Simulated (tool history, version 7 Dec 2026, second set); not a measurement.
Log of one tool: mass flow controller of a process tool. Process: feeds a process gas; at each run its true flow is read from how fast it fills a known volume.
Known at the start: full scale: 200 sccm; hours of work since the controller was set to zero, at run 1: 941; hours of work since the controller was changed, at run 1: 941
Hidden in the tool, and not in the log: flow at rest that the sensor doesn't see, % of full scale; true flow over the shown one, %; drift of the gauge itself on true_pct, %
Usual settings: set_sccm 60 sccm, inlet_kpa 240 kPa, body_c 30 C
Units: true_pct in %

| run | hour | set_sccm | inlet_kpa | body_c | hours of work since the controller was set to zero | hours of work since the controller was changed | true_pct |
|---|---|---|---|---|---|---|---|
| 1 | 0 | 60 | 240 | 30 | 941 | 941 | 98.54 |
| 2 | 62.1 | 60 | 240 | 30 | 961 | 961 | 98.57 |
| 3 | 132 | 82 | 240 | 30 | 983 | 983 | 98.87 |
| 4 | 194.3 | 82 | 240 | 30 | 1003 | 1003 | 98.9 |
| 5 | 281.9 | 82 | 240 | 30 | 1031 | 1031 | 98.79 |
| 6 | 361.8 | 82 | 240 | 20 | 1057 | 1057 | 98.41 |
| 7 | 398.6 | 82 | 240 | 20 | 1069 | 1069 | 98.53 |
| 8 | 460.3 | 37 | 240 | 30 | 1088 | 1088 | 98.58 |
| 9 | 505.6 | 37 | 240 | 30 | 1103 | 1103 | 98.73 |
| 10 | 558.6 | 37 | 240 | 30 | 1120 | 1120 | 98.84 |
| 11 | 633.3 | 48 | 240 | 30 | 1144 | 1144 | 98.73 |
| 12 | 690.5 | 48 | 240 | 30 | 1162 | 1162 | 98.69 |
| 13 | 751.1 | 60 | 169 | 30 | 1181 | 1181 | 99.16 |
| 14 | 790.8 | 60 | 240 | 30 | 1194 | 1194 | 98.81 |
| 15 | 875.5 | 60 | 240 | 30 | 1221 | 1221 | 98.83 |
| 16 | 927 | 51 | 240 | 30 | 1237 | 1237 | 98.81 |
| 17 | 977 | 51 | 179 | 30 | 1253 | 1253 | 99.24 |
| 18 | 1034.1 | 112 | 240 | 30 | 1272 | 1272 | 99.27 |
| 19 | 1114.9 | 112 | 240 | 30 | 1298 | 1298 | 99.35 |
| 20 | 1169.7 | 112 | 240 | 30 | 1315 | 1315 | 99.4 |
| 21 | 1255.1 | 112 | 240 | 30 | 1342 | 1342 | 99.38 |
| 22 | 1305.6 | 112 | 257 | 30 | 1359 | 1359 | 99.28 |
| 23 | 1341.7 | 190 | 257 | 40 | 1370 | 1370 | 100.97 |
| 24 | 1391.5 | 56 | 162 | 37 | 1386 | 1386 | 99.74 |
| 25 | 1441.7 | 56 | 162 | 37 | 1402 | 1402 | 99.67 |
| 26 | 1500.5 | 192 | 227 | 30 | 1421 | 1421 | 100.55 |
| 27 | 1573.9 | 192 | 227 | 30 | 1444 | 1444 | 100.45 |
| 28 | 1655.7 | 192 | 227 | 30 | 1470 | 1470 | 100.53 |
| 29 | 1719.7 | 60 | 142 | 20 | 1491 | 1491 | 98.8 |
| 30 | 1779 | 29 | 183 | 39 | 1510 | 1510 | 100.09 |
| 31 | 1816.3 | 23 | 219 | 36 | 1522 | 1522 | 99.98 |
| 32 | 1894 | 23 | 219 | 36 | 1547 | 1547 | 99.97 |
| 33 | 1961.9 | 23 | 219 | 36 | 1568 | 1568 | 99.94 |
| 34 | 2002.5 | 22 | 177 | 27 | 1581 | 1581 | 99.67 |
| 35 | 2092.4 | 137 | 236 | 27 | 1610 | 1610 | 99.59 |
| 36 | 2140.5 | 137 | 236 | 27 | 1625 | 1625 | 99.58 |
| 37 | 2195.9 | 26 | 188 | 30 | 1643 | 1643 | 99.71 |
| 38 | 2271.5 | 26 | 270 | 26 | 1667 | 1667 | 99.14 |
| 39 | 2318.1 | 101 | 228 | 28 | 1682 | 1682 | 99.39 |

Some steps in true_pct between neighbouring runs. How much of each would the tool show without its hidden state too (settings, what came in, random variation), and how much is left for the hidden state, with any gauge scatter that isn't in both results?
Run 22 -> 23: set_sccm 112 -> 190, body_c 30 -> 40. true_pct +1.69 %: hidden state -0.11, all else +1.8.
Run 28 -> 29: set_sccm 192 -> 60, inlet_kpa 227 -> 142, body_c 30 -> 20. true_pct -1.73 %: hidden state +0.4, all else -2.13.
Run 29 -> 30: set_sccm 60 -> 29, inlet_kpa 142 -> 183, body_c 20 -> 39. true_pct +1.29 %: hidden state +0.63, all else +0.66.
Run 34 -> 35: set_sccm 22 -> 137, inlet_kpa 177 -> 236. true_pct -0.08 %: hidden state -1.37, all else +1.29.
Run 36 -> 37: set_sccm 137 -> 26, inlet_kpa 236 -> 188, body_c 27 -> 30. true_pct +0.13 %: hidden state +1.18, all else -1.05.
Run 38 -> 39: set_sccm 26 -> 101, inlet_kpa 270 -> 228, body_c 26 -> 28. true_pct +0.25 %: hidden state -1.08, all else +1.33.
